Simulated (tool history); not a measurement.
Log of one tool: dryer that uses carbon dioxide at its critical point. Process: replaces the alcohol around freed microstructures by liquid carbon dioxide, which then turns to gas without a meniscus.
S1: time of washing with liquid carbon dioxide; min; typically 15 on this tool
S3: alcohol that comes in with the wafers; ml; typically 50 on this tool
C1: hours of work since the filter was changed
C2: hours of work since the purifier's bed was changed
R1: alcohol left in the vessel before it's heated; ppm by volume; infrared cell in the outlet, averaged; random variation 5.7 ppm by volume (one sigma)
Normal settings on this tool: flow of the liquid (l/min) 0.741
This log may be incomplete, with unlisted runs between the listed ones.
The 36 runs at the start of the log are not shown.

Run 37, hour 246.1: usual settings but S1 13 min, S3 114 ml; C1 274; C2 140. Result: R1 1182 ppm by volume.
Run 38, hour 251.4: usual settings but S1 13 min, S3 39 ml; C1 276; C2 143. Result: R1 425 ppm by volume.
Run 39, hour 255.9: usual settings but S1 23 min, flow of the liquid (l/min) 1.247, S3 71 ml; C1 279; C2 145. Result: R1 15 ppm by volume.
Run 40, hour 263.3: usual settings but S1 23 min, flow of the liquid (l/min) 1.247, S3 71 ml; C1 282; C2 148. Result: R1 23 ppm by volume.
Run 41, hour 268.9: usual settings but S1 12 min, flow of the liquid (l/min) 1.033; C1 285; C2 151. Result: R1 216 ppm by volume.
Run 42, hour 274.9: usual settings but S1 23 min, flow of the liquid (l/min) 1.119, S3 71 ml; C1 288; C2 154. Result: R1 34 ppm by volume.
Run 43, hour 282.6: usual settings but S1 9 min, flow of the liquid (l/min) 0.862, S3 28 ml; C1 291; C2 157. Result: R1 659 ppm by volume.
Run 44, hour 290.4: usual settings but S1 9 min, flow of the liquid (l/min) 0.921, S3 28 ml; C1 295; C2 161. Result: R1 547 ppm by volume.
At hour 292.9: inlet filter changed.
Run 45, hour 295.9: usual settings but flow of the liquid (l/min) 0.512, S3 76 ml; C1 1; C2 163. Result: R1 1240 ppm by volume.
Run 46, hour 300.4: usual settings but S1 20 min, flow of the liquid (l/min) 0.894, S3 25 ml; C1 4; C2 166. Result: R1 32 ppm by volume.
Run 47, hour 304.6: usual settings but S1 20 min, flow of the liquid (l/min) 0.517, S3 25 ml; C1 6; C2 168. Result: R1 134 ppm by volume.

Here are 4 independent what-if runs from the current tool condition. What would each one return?
Run A, hour 308.9: usual settings but flow of the liquid (l/min) 0.845; C1 8; C2 170. Result: R1 ?.
Run B, hour 308.9: usual settings but S1 12 min, flow of the liquid (l/min) 0.495, S3 46 ml; C1 8; C2 170. Result: R1 ?.
Run C, hour 308.9: usual settings but S1 18 min, flow of the liquid (l/min) 0.517, S3 57 ml; C1 8; C2 170. Result: R1 ?.
Run D, hour 308.9: usual settings but S1 18 min, flow of the liquid (l/min) 0.964, S3 92 ml; C1 8; C2 170. Result: R1 ?.

run    R1
  A   125
  B  1648
  C   462
  D    52
Stripped of hidden state, with their random variation kept, the same runs would have yielded:
run    R1
  A   102
  B  1596
  C   428
  D    31
